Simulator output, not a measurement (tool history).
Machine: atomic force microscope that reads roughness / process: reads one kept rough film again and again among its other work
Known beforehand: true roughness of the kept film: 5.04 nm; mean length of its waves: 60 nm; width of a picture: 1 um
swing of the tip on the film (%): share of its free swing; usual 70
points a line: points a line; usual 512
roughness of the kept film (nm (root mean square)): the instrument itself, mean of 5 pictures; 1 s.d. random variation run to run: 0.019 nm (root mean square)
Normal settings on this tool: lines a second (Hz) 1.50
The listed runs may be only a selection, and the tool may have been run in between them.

run   hour  lines a second (Hz)  swing of the tip on the film (%)  points a line  roughness of the kept film (nm (root mean square))
  1    0.0                 1.50                                70            512                                               4.330
  2   22.4                 1.50                                70            512                                               4.235
  3   45.8                 1.50                                70            512                                               4.207
      60.8  -- new tip fitted
  4   88.3                 1.50                                70            512                                               4.467
  5  118.4                 1.50                                70            681                                               4.385
  6  145.1                 1.50                                70            681                                               4.270
  7  174.9                 1.50                                70            681                                               4.146
     196.0  -- new tip fitted
  8  217.7                 1.50                                70            681                                               4.517
  9  243.5                 1.50                                70            681                                               4.407
 10  269.1                 1.50                                70            512                                               4.303
 11  289.8                 1.50                                70            512                                               4.180
     329.7  -- new tip fitted
 12  329.7                 1.50                                78            512                                               4.470
 13  367.5                 0.77                                70            388                                               4.583
 14  396.1                 0.75                                72            543                                               4.448
 15  431.1                 0.75                                72            543                                               4.355
 16  457.3                 0.75                                72            543                                               4.256
     464.2  -- new tip fitted
 17  489.2                 1.89                                85            277                                               4.086
 18  527.3                 3.09                                85            360                                               3.574
 19  567.9                 3.85                                70            263                                               3.824
     598.6  -- new tip fitted
 20  598.6                 3.85                                70            263                                               4.193
 21  620.7                 3.85                                70            263                                               4.131

Alternative continuations, all from the tool just after run 21; predict every row:
  A  654.8                 0.56                                60            937                                                   ?
  B  654.8                 0.76                                70            962                                                   ?
  C  654.8                 1.76                                70            443                                                   ?
  D  654.8                 3.85                                61            575                                                   ?

run  roughness of the kept film (nm (root mean square))
  A                                               4.554
  B                                               4.492
  C                                               4.352
  D                                               4.246
Take away the tool's hidden state, keep each run's random variation, and the runs would have read:
run  roughness of the kept film (nm (root mean square))
  A                                               4.755
  B                                               4.690
  C                                               4.544
  D                                               4.433

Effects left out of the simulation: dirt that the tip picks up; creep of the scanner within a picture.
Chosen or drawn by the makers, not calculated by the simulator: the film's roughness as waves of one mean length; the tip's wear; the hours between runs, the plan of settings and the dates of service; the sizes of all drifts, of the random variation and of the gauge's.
